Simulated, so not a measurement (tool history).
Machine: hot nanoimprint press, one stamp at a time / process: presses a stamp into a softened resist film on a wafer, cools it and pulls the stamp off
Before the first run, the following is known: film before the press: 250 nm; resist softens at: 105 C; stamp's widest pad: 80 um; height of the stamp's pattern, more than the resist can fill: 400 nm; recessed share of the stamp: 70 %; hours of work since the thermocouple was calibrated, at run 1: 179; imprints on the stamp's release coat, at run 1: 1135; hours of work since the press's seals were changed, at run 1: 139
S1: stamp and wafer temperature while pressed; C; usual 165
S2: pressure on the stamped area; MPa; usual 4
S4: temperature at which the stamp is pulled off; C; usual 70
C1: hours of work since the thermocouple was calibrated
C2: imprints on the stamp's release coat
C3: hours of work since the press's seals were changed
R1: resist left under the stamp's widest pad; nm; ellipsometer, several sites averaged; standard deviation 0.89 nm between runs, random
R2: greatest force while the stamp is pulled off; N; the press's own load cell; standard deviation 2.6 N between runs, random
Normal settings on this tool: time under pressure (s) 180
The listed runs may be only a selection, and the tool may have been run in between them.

{"run": 1, "day": 0.0, "S1": 165, "S2": 4, "time under pressure (s)": 180, "S4": 70, "C1": 179, "C2": 1135, "C3": 139, "R1": 121, "R2": 118}
{"run": 2, "day": 2.038, "S1": 165, "S2": 4, "time under pressure (s)": 180, "S4": 70, "C1": 202, "C2": 1258, "C3": 163, "R1": 122.6, "R2": 119}
{"run": 3, "day": 3.712, "S1": 165, "S2": 4, "time under pressure (s)": 180, "S4": 70, "C1": 222, "C2": 1359, "C3": 182, "R1": 122.3, "R2": 118}
{"run": 4, "day": 5.108, "S1": 165, "S2": 4, "time under pressure (s)": 180, "S4": 70, "C1": 238, "C2": 1443, "C3": 198, "R1": 123.5, "R2": 117}
{"run": 5, "day": 7.242, "S1": 165, "S2": 4, "time under pressure (s)": 180, "S4": 70, "C1": 263, "C2": 1572, "C3": 223, "R1": 122.7, "R2": 117}
{"run": 6, "day": 9.067, "S1": 165, "S2": 4, "time under pressure (s)": 180, "S4": 74, "C1": 284, "C2": 1682, "C3": 244, "R1": 121.4, "R2": 112}
{"run": 7, "day": 11.629, "S1": 165, "S2": 4, "time under pressure (s)": 180, "S4": 74, "C1": 314, "C2": 1836, "C3": 274, "R1": 121.7, "R2": 112}
{"day": 12.025, "done": "stamp cleaned and given a new release coat"}
{"run": 8, "day": 13.512, "S1": 165, "S2": 4, "time under pressure (s)": 180, "S4": 74, "C1": 333, "C2": 89, "C3": 293, "R1": 122.8, "R2": 110}
{"run": 9, "day": 15.329, "S1": 165, "S2": 4, "time under pressure (s)": 180, "S4": 74, "C1": 354, "C2": 199, "C3": 314, "R1": 122, "R2": 108}
{"run": 10, "day": 16.962, "S1": 161, "S2": 3.09, "time under pressure (s)": 180, "S4": 70, "C1": 373, "C2": 297, "C3": 333, "R1": 166.5, "R2": 119}
{"run": 11, "day": 19.442, "S1": 159, "S2": 3.09, "time under pressure (s)": 180, "S4": 70, "C1": 402, "C2": 446, "C3": 362, "R1": 184.3, "R2": 119}
{"run": 12, "day": 21.046, "S1": 165, "S2": 4, "time under pressure (s)": 209, "S4": 70, "C1": 420, "C2": 543, "C3": 380, "R1": 116.4, "R2": 114}
{"run": 13, "day": 23.25, "S1": 158, "S2": 3.85, "time under pressure (s)": 285, "S4": 70, "C1": 446, "C2": 676, "C3": 406, "R1": 157.7, "R2": 119}
{"run": 14, "day": 25.425, "S1": 156, "S2": 5.64, "time under pressure (s)": 244, "S4": 73, "C1": 471, "C2": 807, "C3": 431, "R1": 156.1, "R2": 110}

5 options for the next run, each taken on its own from the tool as it stands now. Forecast them:
{"run": "A", "day": 27.492, "S1": 165, "S2": 2.6, "time under pressure (s)": 180, "S4": 70, "C1": 495, "C2": 931, "C3": 455, "R1": "?", "R2": "?"}
{"run": "B", "day": 27.492, "S1": 172, "S2": 4, "time under pressure (s)": 180, "S4": 68, "C1": 495, "C2": 931, "C3": 455, "R1": "?", "R2": "?"}
{"run": "C", "day": 27.492, "S1": 162, "S2": 2.77, "time under pressure (s)": 244, "S4": 77, "C1": 495, "C2": 931, "C3": 455, "R1": "?", "R2": "?"}
{"run": "D", "day": 27.492, "S1": 170, "S2": 4, "time under pressure (s)": 180, "S4": 70, "C1": 495, "C2": 931, "C3": 455, "R1": "?", "R2": "?"}
{"run": "E", "day": 27.492, "S1": 170, "S2": 3.03, "time under pressure (s)": 180, "S4": 60, "C1": 495, "C2": 931, "C3": 455, "R1": "?", "R2": "?"}

run=A R1=149.1 R2=115
run=B R1=81.4 R2=126
run=C R1=151.8 R2=103
run=D R1=90.7 R2=120
run=E R1=105.3 R2=136
Without the tool's unlogged condition, the same runs would have read:
run=A R1=148.6 R2=115
run=B R1=81 R2=125
run=C R1=151.2 R2=102
run=D R1=90.3 R2=119
run=E R1=104.8 R2=135
